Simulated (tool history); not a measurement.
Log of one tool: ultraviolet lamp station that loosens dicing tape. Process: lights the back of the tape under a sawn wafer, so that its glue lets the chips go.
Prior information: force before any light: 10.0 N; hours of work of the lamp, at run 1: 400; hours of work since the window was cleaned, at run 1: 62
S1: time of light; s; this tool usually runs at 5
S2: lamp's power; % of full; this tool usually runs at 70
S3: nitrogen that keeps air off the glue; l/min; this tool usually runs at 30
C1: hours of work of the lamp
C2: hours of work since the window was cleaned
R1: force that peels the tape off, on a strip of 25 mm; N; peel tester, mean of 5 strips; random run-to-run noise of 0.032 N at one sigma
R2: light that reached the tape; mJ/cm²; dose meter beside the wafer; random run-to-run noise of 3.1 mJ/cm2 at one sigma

run	hour	S1	S2	S3	C1	C2	R1	R2
1	0	5	70	30	400	62	1.999	400
2	39.5	5	70	30	427	88	1.96	399
3	76.4	5	70	30	451	113	2.05	396
4	124	5	70	30	483	144	2.198	385
5	174.8	5	70	15	517	178	2.859	373
6	231.4	5	70	15	554	216	3.08	364
7	299.4	5	70	15	599	261	3.239	351
8	353.5	5	70	15	635	297	3.349	337
# hour 366.6: window cleaned of glue's vapour
9	427.5	5	70	15	684	40	2.791	387
10	494.9	5	70	15	729	85	2.829	379
11	536.3	5	70	30	757	113	2.252	375
12	604.9	5	79	30	802	158	1.962	400
13	670.7	5	79	30	846	202	2.1	391
14	730.6	5	79	30	886	242	2.207	378
15	777.4	5	79	30	917	273	2.276	362
# hour 827.3: window cleaned of glue's vapour
16	847.3	5	79	30	963	13	1.95	418
17	919.1	2	70	18	1011	61	6.091	141
18	989.6	5	73	16	1057	108	3.011	352
19	1037.4	5	73	16	1089	140	3.212	348
20	1069	5	73	16	1110	161	3.196	335
21	1107.5	5	73	16	1136	186	3.23	332
# hour 1112.7: lamp changed
22	1181.6	5	70	15	46	235	2.677	405
23	1220.6	5	70	15	72	261	2.765	393
24	1276.1	5	70	15	109	298	2.828	381
# hour 1287.7: window cleaned of glue's vapour
25	1334.1	4	70	19	147	31	2.854	355
26	1400.9	2	69	15	191	75	5.592	167
27	1467.5	8	68	44	235	119	0.698	643
28	1527.1	2	70	30	275	159	5.085	159
29	1570.3	2	70	30	304	188	5.321	161
30	1627.6	5	98	15	342	226	1.794	532
31	1681.8	3	70	22	378	262	4.344	224

What would each run have given without the hidden state, its run-to-run variation left as it was?
What the log doesn't record here: lamp's light, % of a new lamp's; light that the window lets through, % of a clean one's; drift of the gauge itself on peel_n, %; drift of the gauge itself on dose_mj_cm2, %.
run	R1	R2
1	1.598	460
2	1.522	466
3	1.549	472
4	1.603	469
5	2.135	466
6	2.224	468
7	2.246	468
8	2.244	464
9	2.203	463
10	2.152	468
11	1.571	472
12	1.256	522
13	1.275	527
14	1.282	526
15	1.272	518
16	1.293	532
17	5.2	186
18	1.982	485
19	2.05	490
20	2.009	480
21	1.984	486
22	2.201	469
23	2.218	464
24	2.193	462
25	2.657	376
26	5.31	183
27	0.546	726
28	4.576	185
29	4.721	191
30	1.271	651
31	3.53	280
